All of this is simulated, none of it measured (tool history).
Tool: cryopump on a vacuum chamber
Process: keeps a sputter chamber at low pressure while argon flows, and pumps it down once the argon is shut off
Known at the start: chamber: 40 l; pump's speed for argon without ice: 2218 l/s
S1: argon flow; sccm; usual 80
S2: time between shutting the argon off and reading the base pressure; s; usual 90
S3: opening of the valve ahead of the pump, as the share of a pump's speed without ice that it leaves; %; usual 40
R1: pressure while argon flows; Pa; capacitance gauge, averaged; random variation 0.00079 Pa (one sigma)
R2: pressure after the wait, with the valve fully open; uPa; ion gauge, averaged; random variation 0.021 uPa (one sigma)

run    hour   S1   S2  S3      R1    R2
  1       0   80   90  40  0.1635   0.5
  2    54.3   80   90  18  0.3503  0.47
  3   133.1   80   90  18  0.3559  0.61
      184.2  -- pump warmed up, emptied and cooled again
  4   210.4   80   90  18  0.3412  0.48
  5   260.1   80   34  40  0.1551  0.91
  6   331.6   98   90  40  0.1958  0.62
  7   404.8   80   90  48  0.1351   0.7
  8   447.3   80  207  40  0.1615  0.57
  9   532.9   80  207  40  0.1643  0.67
 10   597.3   80  207  40  0.1685  0.71
 11   654.4   80  207  40  0.1714  0.81
      668.7  -- pump warmed up, emptied and cooled again
 12   739.8   67   90  40  0.1301   0.8
 13   808.8   80   90  23  0.2703  0.82
 14   875.7   93   52  15  0.4782  1.09
 15   911.5  132  114  36   0.292  0.89
 16   966.8   36  132  29  0.0995  0.96
 17  1042.5   39   37  29  0.1098  1.41
 18  1095.9   40  285  26  0.1245  1.04
     1151.1  -- pump warmed up, emptied and cooled again
 19  1159.8  102   90  40  0.1959  1.01
 20  1239.5  140   30  29  0.3767  1.48
 21  1276.7  137  144  41  0.2614  1.01
 22  1333.5   83  221  17  0.3815  1.06
 23  1412.5  123   90  28  0.3549  1.22
 24  1493.7   90   90  26   0.277  1.29

Forecast each of these 5 alternatives for the next run:
  A  1568.2  90   60  24   ?   ?
  B  1568.2  33   73  26   ?   ?
  C  1568.2  41   32  59   ?   ?
  D  1568.2  90  124  26   ?   ?
  E  1568.2  50  104  16   ?   ?

run      R1    R2
  A  0.3025  1.55
  B  0.1031  1.47
  C  0.0622  1.73
  D  0.2831  1.38
  E  0.2465  1.38
Without the tool's hidden state the same runs would have given:
run      R1    R2
  A  0.2836  0.45
  B  0.0961  0.38
  C  0.0534  0.67
  D  0.2641  0.28
  E   0.236  0.31

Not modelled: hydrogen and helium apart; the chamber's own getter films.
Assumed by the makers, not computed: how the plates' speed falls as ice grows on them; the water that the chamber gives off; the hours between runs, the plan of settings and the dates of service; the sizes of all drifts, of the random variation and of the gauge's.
